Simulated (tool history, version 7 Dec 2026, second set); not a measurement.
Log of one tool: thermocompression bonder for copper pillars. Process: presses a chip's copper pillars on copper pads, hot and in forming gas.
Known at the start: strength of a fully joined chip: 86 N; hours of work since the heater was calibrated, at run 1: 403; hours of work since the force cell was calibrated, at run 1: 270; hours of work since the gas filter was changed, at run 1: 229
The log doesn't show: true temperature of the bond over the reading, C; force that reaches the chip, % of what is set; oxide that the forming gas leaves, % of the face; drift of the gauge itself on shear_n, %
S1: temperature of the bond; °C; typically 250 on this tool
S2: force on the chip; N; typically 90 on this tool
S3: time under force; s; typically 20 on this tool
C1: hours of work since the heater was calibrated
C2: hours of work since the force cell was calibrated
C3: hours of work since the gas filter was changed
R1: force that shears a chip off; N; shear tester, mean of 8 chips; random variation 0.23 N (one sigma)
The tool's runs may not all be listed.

{"run": 1, "hour": 0.0, "S1": 250, "S2": 90, "S3": 20, "C1": 403, "C2": 270, "C3": 229, "R1": 61.9}
{"run": 2, "hour": 45.4, "S1": 250, "S2": 90, "S3": 20, "C1": 435, "C2": 302, "C3": 262, "R1": 61.9}
{"hour": 55.6, "done": "forming gas filter changed"}
{"run": 3, "hour": 97.9, "S1": 250, "S2": 90, "S3": 20, "C1": 472, "C2": 339, "C3": 30, "R1": 65.8}
{"run": 4, "hour": 129.6, "S1": 250, "S2": 90, "S3": 20, "C1": 495, "C2": 362, "C3": 53, "R1": 65.4}
{"run": 5, "hour": 182.2, "S1": 250, "S2": 90, "S3": 20, "C1": 533, "C2": 399, "C3": 90, "R1": 65.3}
{"run": 6, "hour": 217.9, "S1": 250, "S2": 90, "S3": 20, "C1": 558, "C2": 425, "C3": 116, "R1": 65.1}
{"run": 7, "hour": 280.7, "S1": 250, "S2": 90, "S3": 20, "C1": 603, "C2": 470, "C3": 161, "R1": 64.8}
{"hour": 329.8, "done": "heater calibrated with a thermocouple chip"}
{"run": 8, "hour": 343.3, "S1": 250, "S2": 90, "S3": 20, "C1": 10, "C2": 513, "C3": 204, "R1": 58.3}
{"run": 9, "hour": 408.6, "S1": 227, "S2": 90, "S3": 20, "C1": 56, "C2": 560, "C3": 251, "R1": 46.3}
{"hour": 432.3, "done": "forming gas filter changed"}
{"run": 10, "hour": 456.9, "S1": 250, "S2": 90, "S3": 50, "C1": 90, "C2": 594, "C3": 18, "R1": 73.9}
{"run": 11, "hour": 492.6, "S1": 250, "S2": 90, "S3": 50, "C1": 116, "C2": 619, "C3": 43, "R1": 74.0}
{"run": 12, "hour": 532.8, "S1": 250, "S2": 90, "S3": 10, "C1": 145, "C2": 648, "C3": 72, "R1": 50.8}
{"run": 13, "hour": 565.5, "S1": 250, "S2": 90, "S3": 20, "C1": 168, "C2": 671, "C3": 95, "R1": 61.2}
{"hour": 570.0, "done": "force cell calibrated"}
{"run": 14, "hour": 621.7, "S1": 250, "S2": 67, "S3": 20, "C1": 207, "C2": 37, "C3": 134, "R1": 54.3}
{"run": 15, "hour": 656.3, "S1": 250, "S2": 67, "S3": 20, "C1": 232, "C2": 62, "C3": 159, "R1": 54.6}
{"run": 16, "hour": 715.7, "S1": 250, "S2": 67, "S3": 53, "C1": 274, "C2": 104, "C3": 201, "R1": 68.1}
{"run": 17, "hour": 765.9, "S1": 250, "S2": 67, "S3": 53, "C1": 310, "C2": 140, "C3": 237, "R1": 67.6}
{"hour": 777.8, "done": "force cell calibrated, once more"}
{"run": 18, "hour": 804.6, "S1": 250, "S2": 67, "S3": 53, "C1": 337, "C2": 19, "C3": 264, "R1": 69.0}
{"hour": 809.2, "done": "forming gas filter changed"}
{"run": 19, "hour": 834.7, "S1": 250, "S2": 67, "S3": 53, "C1": 358, "C2": 40, "C3": 18, "R1": 72.9}
{"run": 20, "hour": 902.1, "S1": 239, "S2": 60, "S3": 53, "C1": 406, "C2": 88, "C3": 66, "R1": 65.0}
{"run": 21, "hour": 945.1, "S1": 224, "S2": 124, "S3": 20, "C1": 437, "C2": 119, "C3": 97, "R1": 58.0}
{"run": 22, "hour": 1008.8, "S1": 240, "S2": 90, "S3": 20, "C1": 482, "C2": 165, "C3": 143, "R1": 60.2}

Estimate the outcome of run 23 from the log above:
{"run": 23, "hour": 1066.4, "S1": 225, "S2": 90, "S3": 22, "C1": 523, "C2": 206, "C3": 184, "R1": "?"}

{"run 23": {"R1": 53.2}}
With the hidden condition absent and the run-to-run variation left alone, this run would have shown R1 49.0 N.

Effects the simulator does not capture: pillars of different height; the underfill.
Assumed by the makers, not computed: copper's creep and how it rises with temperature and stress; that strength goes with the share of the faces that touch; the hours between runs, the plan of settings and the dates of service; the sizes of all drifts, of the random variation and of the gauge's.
